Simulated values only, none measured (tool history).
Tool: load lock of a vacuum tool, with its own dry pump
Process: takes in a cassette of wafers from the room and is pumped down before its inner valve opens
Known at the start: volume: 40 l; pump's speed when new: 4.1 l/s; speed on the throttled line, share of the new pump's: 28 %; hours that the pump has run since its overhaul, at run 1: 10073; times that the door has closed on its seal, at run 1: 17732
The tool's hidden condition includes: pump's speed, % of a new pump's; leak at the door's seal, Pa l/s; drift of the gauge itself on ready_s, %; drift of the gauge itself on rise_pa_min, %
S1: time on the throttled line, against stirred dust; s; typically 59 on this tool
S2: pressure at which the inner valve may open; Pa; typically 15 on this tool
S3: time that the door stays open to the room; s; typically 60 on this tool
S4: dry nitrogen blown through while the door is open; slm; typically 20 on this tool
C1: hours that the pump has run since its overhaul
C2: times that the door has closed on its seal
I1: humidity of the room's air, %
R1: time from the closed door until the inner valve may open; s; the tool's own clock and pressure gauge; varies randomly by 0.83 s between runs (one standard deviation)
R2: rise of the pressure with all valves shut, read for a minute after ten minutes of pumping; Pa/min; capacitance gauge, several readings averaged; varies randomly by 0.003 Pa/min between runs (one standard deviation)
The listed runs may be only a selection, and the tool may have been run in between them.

Run 1, hour 0: usual settings; C1 10073; C2 17732; I1 45.2. Result: R1 128.9 s, R2 0.013 Pa/min.
Run 2, hour 64.2: usual settings but S1 116 s; C1 10137; C2 18008; I1 44.6. Result: R1 169 s, R2 0.019 Pa/min.
Run 3, hour 179.4: usual settings but S1 116 s; C1 10252; C2 18504; I1 42.7. Result: R1 169.5 s, R2 0.018 Pa/min.
Run 4, hour 271: usual settings but S1 116 s; C1 10344; C2 18899; I1 44.8. Result: R1 168.3 s, R2 0.026 Pa/min.
Run 5, hour 403: usual settings but S1 116 s, S4 12 slm; C1 10476; C2 19467; I1 45.5. Result: R1 168.7 s, R2 0.022 Pa/min.
Run 6, hour 483.1: usual settings but S1 116 s, S4 12 slm; C1 10556; C2 19812; I1 45.7. Result: R1 170.3 s, R2 0.024 Pa/min.
Run 7, hour 570.6: usual settings but S1 43 s; C1 10643; C2 20188; I1 43.8. Result: R1 116.3 s, R2 0.019 Pa/min.
Run 8, hour 649.2: usual settings but S1 43 s; C1 10722; C2 20527; I1 44.9. Result: R1 116.7 s, R2 0.022 Pa/min.
Run 9, hour 716.4: usual settings but S1 43 s; C1 10789; C2 20816; I1 42.5. Result: R1 116.3 s, R2 0.023 Pa/min.
Run 10, hour 805.8: usual settings but S1 96 s, S2 13 Pa, S3 224 s, S4 23 slm; C1 10879; C2 21201; I1 46.7. Result: R1 156.5 s, R2 0.037 Pa/min.
Run 11, hour 916.4: usual settings but S3 42 s, S4 10 slm; C1 10989; C2 21677; I1 44.6. Result: R1 130.3 s, R2 0.023 Pa/min.
Run 12, hour 1049.7: usual settings but S3 42 s, S4 10 slm; C1 11123; C2 22251; I1 45.9. Result: R1 128.5 s, R2 0.026 Pa/min.
Run 13, hour 1139: usual settings but S1 81 s, S2 23 Pa, S3 42 s, S4 10 slm; C1 11212; C2 22635; I1 46.7. Result: R1 140.8 s, R2 0.018 Pa/min.

Forecast run 14:
Run 14, hour 1226.1: usual settings but S1 36 s, S2 14 Pa, S3 164 s, S4 10 slm; C1 11299; C2 23010; I1 45.4. Result: R1 ?, R2 ?.

{"run 14": {"R1": 112, "R2": 0.041}}
On a tool with no hidden condition, and with the same random variation, this run would have come out at R1 111.9 s, R2 0.041 Pa/min.
